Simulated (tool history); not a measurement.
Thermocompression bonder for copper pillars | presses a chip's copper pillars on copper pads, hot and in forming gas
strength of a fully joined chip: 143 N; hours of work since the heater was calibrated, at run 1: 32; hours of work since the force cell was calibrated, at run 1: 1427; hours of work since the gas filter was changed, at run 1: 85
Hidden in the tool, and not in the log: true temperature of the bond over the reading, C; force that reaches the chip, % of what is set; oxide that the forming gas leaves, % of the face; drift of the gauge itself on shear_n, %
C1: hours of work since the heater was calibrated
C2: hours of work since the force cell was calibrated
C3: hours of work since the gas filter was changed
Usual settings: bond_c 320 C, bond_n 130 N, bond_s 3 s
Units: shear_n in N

run 1 hour=0.0 | bond_c=320 bond_n=130 bond_s=3 | C1=32 C2=1427 C3=85 | shear_n=64.5
run 2 hour=63.7 | bond_c=320 bond_n=130 bond_s=3 | C1=66 C2=1462 C3=120 | shear_n=64.4
run 3 hour=151.5 | bond_c=320 bond_n=130 bond_s=3 | C1=114 C2=1509 C3=168 | shear_n=64.1
run 4 hour=212.3 | bond_c=321 bond_n=130 bond_s=3 | C1=147 C2=1543 C3=201 | shear_n=64.0
run 5 hour=303.8 | bond_c=302 bond_n=130 bond_s=3 | C1=197 C2=1592 C3=251 | shear_n=53.4
run 6 hour=368.5 | bond_c=302 bond_n=130 bond_s=3 | C1=233 C2=1628 C3=286 | shear_n=52.4
-- hour=438.9 force cell calibrated
run 7 hour=452.9 | bond_c=302 bond_n=130 bond_s=3 | C1=278 C2=8 C3=331 | shear_n=50.6
run 8 hour=502.3 | bond_c=320 bond_n=130 bond_s=3 | C1=305 C2=35 C3=358 | shear_n=59.9
run 9 hour=582.1 | bond_c=320 bond_n=130 bond_s=3 | C1=348 C2=78 C3=402 | shear_n=59.2
-- hour=597.9 forming gas filter changed
run 10 hour=659.2 | bond_c=320 bond_n=130 bond_s=3 | C1=390 C2=120 C3=33 | shear_n=65.6
run 11 hour=746.3 | bond_c=320 bond_n=130 bond_s=3 | C1=437 C2=167 C3=81 | shear_n=65.6
run 12 hour=830.4 | bond_c=320 bond_n=130 bond_s=3 | C1=483 C2=213 C3=127 | shear_n=65.1
run 13 hour=918.2 | bond_c=291 bond_n=130 bond_s=3 | C1=531 C2=261 C3=174 | shear_n=49.0
run 14 hour=987.6 | bond_c=313 bond_n=126 bond_s=4 | C1=569 C2=299 C3=212 | shear_n=65.8
run 15 hour=1034.3 | bond_c=323 bond_n=123 bond_s=3 | C1=594 C2=324 C3=238 | shear_n=62.6
-- hour=1041.0 heater calibrated with a thermocouple chip
run 16 hour=1104.8 | bond_c=329 bond_n=168 bond_s=3 | C1=35 C2=361 C3=275 | shear_n=80.4
run 17 hour=1179.2 | bond_c=314 bond_n=168 bond_s=2 | C1=75 C2=402 C3=316 | shear_n=60.6
run 18 hour=1222.6 | bond_c=310 bond_n=130 bond_s=8 | C1=99 C2=426 C3=339 | shear_n=75.9
run 19 hour=1311.6 | bond_c=301 bond_n=113 bond_s=4 | C1=147 C2=474 C3=388 | shear_n=48.0
-- hour=1355.4 forming gas filter changed
run 20 hour=1391.5 | bond_c=301 bond_n=113 bond_s=4 | C1=191 C2=517 C3=20 | shear_n=53.6
run 21 hour=1438.4 | bond_c=301 bond_n=113 bond_s=4 | C1=216 C2=543 C3=45 | shear_n=53.0
run 22 hour=1517.3 | bond_c=301 bond_n=113 bond_s=4 | C1=259 C2=586 C3=88 | shear_n=53.0
run 23 hour=1587.0 | bond_c=301 bond_n=113 bond_s=4 | C1=297 C2=624 C3=126 | shear_n=53.2
run 24 hour=1659.1 | bond_c=301 bond_n=113 bond_s=4 | C1=337 C2=663 C3=165 | shear_n=53.1
run 25 hour=1717.3 | bond_c=300 bond_n=169 bond_s=4 | C1=368 C2=695 C3=197 | shear_n=72.6
run 26 hour=1767.3 | bond_c=339 bond_n=108 bond_s=5 | C1=396 C2=722 C3=224 | shear_n=76.5

Forecast each of these 3 alternatives for the next run:
run A hour=1807.8 | bond_c=336 bond_n=108 bond_s=5 | C1=418 C2=744 C3=246 | shear_n=?
run B hour=1807.8 | bond_c=309 bond_n=88 bond_s=2 | C1=418 C2=744 C3=246 | shear_n=?
run C hour=1807.8 | bond_c=320 bond_n=82 bond_s=6 | C1=418 C2=744 C3=246 | shear_n=?

run=A shear_n=74.1
run=B shear_n=33.4
run=C shear_n=54.8
Without the tool's hidden state the same runs would have given:
run=A shear_n=75.1
run=B shear_n=33.0
run=C shear_n=54.8

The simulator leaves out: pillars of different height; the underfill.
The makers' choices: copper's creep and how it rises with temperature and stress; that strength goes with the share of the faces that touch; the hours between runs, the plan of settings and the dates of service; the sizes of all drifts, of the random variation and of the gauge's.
